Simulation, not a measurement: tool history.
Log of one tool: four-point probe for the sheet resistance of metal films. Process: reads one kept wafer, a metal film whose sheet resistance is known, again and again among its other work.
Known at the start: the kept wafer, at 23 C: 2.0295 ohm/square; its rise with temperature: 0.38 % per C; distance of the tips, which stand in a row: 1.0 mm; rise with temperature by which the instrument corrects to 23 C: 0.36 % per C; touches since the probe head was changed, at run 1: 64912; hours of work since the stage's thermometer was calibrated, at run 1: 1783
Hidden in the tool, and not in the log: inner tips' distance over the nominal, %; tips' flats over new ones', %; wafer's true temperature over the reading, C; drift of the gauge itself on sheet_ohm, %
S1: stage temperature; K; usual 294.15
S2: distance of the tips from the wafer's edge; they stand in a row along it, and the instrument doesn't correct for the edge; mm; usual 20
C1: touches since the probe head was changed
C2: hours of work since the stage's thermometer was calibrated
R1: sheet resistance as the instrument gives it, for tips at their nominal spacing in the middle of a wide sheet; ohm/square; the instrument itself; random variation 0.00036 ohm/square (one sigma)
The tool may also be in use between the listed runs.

run    hour      S1  S2     C1    C2        R1
  1       0  294.15  20  64912  1783  2.034969
  2    91.9  294.15  20  67936  1821  2.035415
  3   175.1  294.15  20  70674  1855   2.03561
  4   274.2  294.15   4  73938  1895  2.098481
  5   328.3  294.15   4  75716  1917  2.097835
  6   411.6  292.15   4  78458  1951  2.097852
  7   499.4  292.15   4  81350  1987  2.097448
  8   604.3  291.15  16  84801  2030  2.036017
  9   664.7  302.15  16  86788  2055  2.038556
 10   737.4  308.15   9  89181  2084  2.049681
 11   810.4  308.15   9  91583  2114   2.04892
 12   856.8  303.15  71  93110  2133  2.034196
 13   966.2  303.15  71  96713  2178  2.034261
 14  1030.9  294.15   9  98840  2204  2.045263

4 ways to go on from here, each from the tool as it stands after run 14. What would each give?
  A  1135.9  295.15  16  102299  2247   ?
  B  1135.9  294.15  31  102299  2247   ?
  C  1135.9  305.15  21  102299  2247   ?
  D  1135.9  302.15   4  102299  2247   ?

run        R1
  A   2.03563
  B  2.031442
  C  2.036369
  D  2.100169
Without the tool's hidden state the same runs would have given:
run        R1
  A  2.033501
  B  2.029311
  C  2.034298
  D  2.098016
